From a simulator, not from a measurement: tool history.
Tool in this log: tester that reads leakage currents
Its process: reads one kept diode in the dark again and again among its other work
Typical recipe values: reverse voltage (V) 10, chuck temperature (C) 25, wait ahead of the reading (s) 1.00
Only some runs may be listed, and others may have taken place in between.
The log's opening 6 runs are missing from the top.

run	day	reverse voltage (V)	chuck temperature (C)	wait ahead of the reading (s)	current that the tester gives (pA)
7	28.900	10	25	1.00	129.27
8	33.588	10	25	4.94	127.93
9	37.662	10	25	4.94	126.57
# day 43.342: chuck's temperature calibrated
10	43.471	10	25	1.00	129.91
11	49.121	10	25	1.00	130.54
12	55.304	10	25	1.00	128.99
13	59.058	10	25	10.00	126.89
14	65.362	10	25	10.00	127.14
15	68.121	10	25	10.00	128.24
16	73.704	10	25	10.00	126.71
17	78.000	10	21	1.00	91.27

What will run 18 give?
18	84.821	10	21	1.00	?

current that the tester gives (pA): 91.57
With no hidden state in the tool, this same run would have given current that the tester gives (pA) 91.44.
